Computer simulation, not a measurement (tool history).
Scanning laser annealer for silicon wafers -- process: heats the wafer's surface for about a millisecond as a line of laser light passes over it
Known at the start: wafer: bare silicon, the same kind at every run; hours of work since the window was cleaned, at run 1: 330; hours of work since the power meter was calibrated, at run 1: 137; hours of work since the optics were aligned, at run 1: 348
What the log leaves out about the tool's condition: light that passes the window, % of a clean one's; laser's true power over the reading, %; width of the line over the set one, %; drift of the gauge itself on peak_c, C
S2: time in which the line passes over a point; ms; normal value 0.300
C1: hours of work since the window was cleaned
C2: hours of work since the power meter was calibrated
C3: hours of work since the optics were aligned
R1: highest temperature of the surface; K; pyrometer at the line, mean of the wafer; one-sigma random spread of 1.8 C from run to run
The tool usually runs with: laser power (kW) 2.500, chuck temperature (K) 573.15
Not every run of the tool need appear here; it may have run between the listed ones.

run 1 hour=0.0 | laser_power_(kW)=2.500 S2=0.300 chuck_temperature_(K)=573.15 | C1=330 C2=137 C3=348 | R1=1253.15
run 2 hour=29.1 | laser_power_(kW)=2.430 S2=0.300 chuck_temperature_(K)=573.15 | C1=344 C2=151 C3=361 | R1=1235.15
run 3 hour=53.4 | laser_power_(kW)=2.430 S2=0.300 chuck_temperature_(K)=573.15 | C1=355 C2=162 C3=372 | R1=1230.15
run 4 hour=69.3 | laser_power_(kW)=2.746 S2=0.300 chuck_temperature_(K)=573.15 | C1=362 C2=169 C3=379 | R1=1319.15
run 5 hour=92.2 | laser_power_(kW)=2.500 S2=0.300 chuck_temperature_(K)=573.15 | C1=372 C2=179 C3=390 | R1=1251.15
run 6 hour=109.6 | laser_power_(kW)=2.500 S2=0.300 chuck_temperature_(K)=573.15 | C1=380 C2=187 C3=397 | R1=1249.15
run 7 hour=131.8 | laser_power_(kW)=2.500 S2=0.300 chuck_temperature_(K)=573.15 | C1=390 C2=197 C3=407 | R1=1249.15
run 8 hour=148.8 | laser_power_(kW)=2.500 S2=0.300 chuck_temperature_(K)=573.15 | C1=398 C2=205 C3=415 | R1=1246.15
run 9 hour=173.0 | laser_power_(kW)=2.500 S2=0.300 chuck_temperature_(K)=573.15 | C1=409 C2=216 C3=426 | R1=1245.15
run 10 hour=193.3 | laser_power_(kW)=2.500 S2=0.300 chuck_temperature_(K)=573.15 | C1=418 C2=225 C3=435 | R1=1250.15
run 11 hour=205.5 | laser_power_(kW)=2.500 S2=0.300 chuck_temperature_(K)=573.15 | C1=423 C2=230 C3=441 | R1=1246.15
run 12 hour=217.8 | laser_power_(kW)=2.500 S2=0.300 chuck_temperature_(K)=573.15 | C1=429 C2=236 C3=446 | R1=1245.15
run 13 hour=244.4 | laser_power_(kW)=2.500 S2=0.300 chuck_temperature_(K)=589.15 | C1=441 C2=248 C3=458 | R1=1258.15
run 14 hour=259.6 | laser_power_(kW)=2.635 S2=0.300 chuck_temperature_(K)=573.15 | C1=448 C2=255 C3=465 | R1=1280.15
run 15 hour=274.9 | laser_power_(kW)=2.635 S2=0.300 chuck_temperature_(K)=573.15 | C1=455 C2=262 C3=472 | R1=1282.15
run 16 hour=302.0 | laser_power_(kW)=2.500 S2=0.264 chuck_temperature_(K)=573.15 | C1=467 C2=274 C3=484 | R1=1201.15
run 17 hour=317.9 | laser_power_(kW)=2.500 S2=0.264 chuck_temperature_(K)=573.15 | C1=474 C2=281 C3=492 | R1=1201.15
run 18 hour=340.0 | laser_power_(kW)=2.500 S2=0.264 chuck_temperature_(K)=573.15 | C1=484 C2=291 C3=502 | R1=1196.15
run 19 hour=360.7 | laser_power_(kW)=2.500 S2=0.264 chuck_temperature_(K)=535.15 | C1=493 C2=300 C3=511 | R1=1159.15
run 20 hour=379.8 | laser_power_(kW)=2.500 S2=0.264 chuck_temperature_(K)=535.15 | C1=502 C2=309 C3=520 | R1=1164.15
run 21 hour=399.2 | laser_power_(kW)=2.500 S2=0.264 chuck_temperature_(K)=535.15 | C1=511 C2=318 C3=528 | R1=1156.15
run 22 hour=423.5 | laser_power_(kW)=2.519 S2=0.244 chuck_temperature_(K)=600.15 | C1=522 C2=329 C3=539 | R1=1207.15
run 23 hour=436.2 | laser_power_(kW)=2.519 S2=0.244 chuck_temperature_(K)=600.15 | C1=527 C2=335 C3=545 | R1=1206.15
-- hour=446.8 window over the wafer cleaned
run 24 hour=465.8 | laser_power_(kW)=2.733 S2=0.300 chuck_temperature_(K)=594.15 | C1=9 C2=347 C3=557 | R1=1374.15
run 25 hour=482.6 | laser_power_(kW)=2.387 S2=0.242 chuck_temperature_(K)=573.15 | C1=16 C2=355 C3=565 | R1=1181.15
run 26 hour=495.6 | laser_power_(kW)=2.387 S2=0.242 chuck_temperature_(K)=573.15 | C1=22 C2=360 C3=571 | R1=1181.15
run 27 hour=519.3 | laser_power_(kW)=2.387 S2=0.242 chuck_temperature_(K)=573.15 | C1=33 C2=371 C3=582 | R1=1180.15
run 28 hour=548.2 | laser_power_(kW)=2.688 S2=0.300 chuck_temperature_(K)=573.15 | C1=46 C2=384 C3=595 | R1=1336.15
run 29 hour=564.6 | laser_power_(kW)=2.256 S2=0.283 chuck_temperature_(K)=573.15 | C1=53 C2=392 C3=602 | R1=1192.15
run 30 hour=581.9 | laser_power_(kW)=2.256 S2=0.283 chuck_temperature_(K)=573.15 | C1=61 C2=399 C3=610 | R1=1192.15
run 31 hour=609.5 | laser_power_(kW)=2.402 S2=0.283 chuck_temperature_(K)=583.15 | C1=74 C2=412 C3=622 | R1=1241.15
run 32 hour=635.2 | laser_power_(kW)=2.402 S2=0.285 chuck_temperature_(K)=610.15 | C1=85 C2=423 C3=634 | R1=1272.15
run 33 hour=650.1 | laser_power_(kW)=2.402 S2=0.292 chuck_temperature_(K)=564.15 | C1=92 C2=430 C3=641 | R1=1230.15
run 34 hour=674.6 | laser_power_(kW)=2.402 S2=0.292 chuck_temperature_(K)=564.15 | C1=103 C2=441 C3=652 | R1=1230.15
run 35 hour=693.4 | laser_power_(kW)=2.662 S2=0.277 chuck_temperature_(K)=573.15 | C1=111 C2=450 C3=660 | R1=1293.15
run 36 hour=714.3 | laser_power_(kW)=2.558 S2=0.219 chuck_temperature_(K)=563.15 | C1=121 C2=459 C3=670 | R1=1177.15
run 37 hour=734.8 | laser_power_(kW)=2.664 S2=0.376 chuck_temperature_(K)=605.15 | C1=130 C2=469 C3=679 | R1=1439.15
run 38 hour=751.4 | laser_power_(kW)=2.664 S2=0.376 chuck_temperature_(K)=605.15 | C1=138 C2=476 C3=687 | R1=1438.15
run 39 hour=779.8 | laser_power_(kW)=2.256 S2=0.366 chuck_temperature_(K)=557.15 | C1=150 C2=489 C3=699 | R1=1249.15
run 40 hour=793.9 | laser_power_(kW)=2.256 S2=0.366 chuck_temperature_(K)=557.15 | C1=157 C2=495 C3=706 | R1=1252.15

Below are 3 alternative next runs, each starting from the tool's condition after run 40. Predict each:
run A hour=811.4 | laser_power_(kW)=2.685 S2=0.300 chuck_temperature_(K)=573.15 | C1=165 C2=503 C3=714 | R1=?
run B hour=811.4 | laser_power_(kW)=2.466 S2=0.300 chuck_temperature_(K)=601.15 | C1=165 C2=503 C3=714 | R1=?
run C hour=811.4 | laser_power_(kW)=2.500 S2=0.300 chuck_temperature_(K)=572.15 | C1=165 C2=503 C3=714 | R1=?

run=A R1=1323.15
run=B R1=1289.15
run=C R1=1270.15
Had the tool no hidden state, the same runs would have come out as:
run=A R1=1341.15
run=B R1=1305.15
run=C R1=1286.15
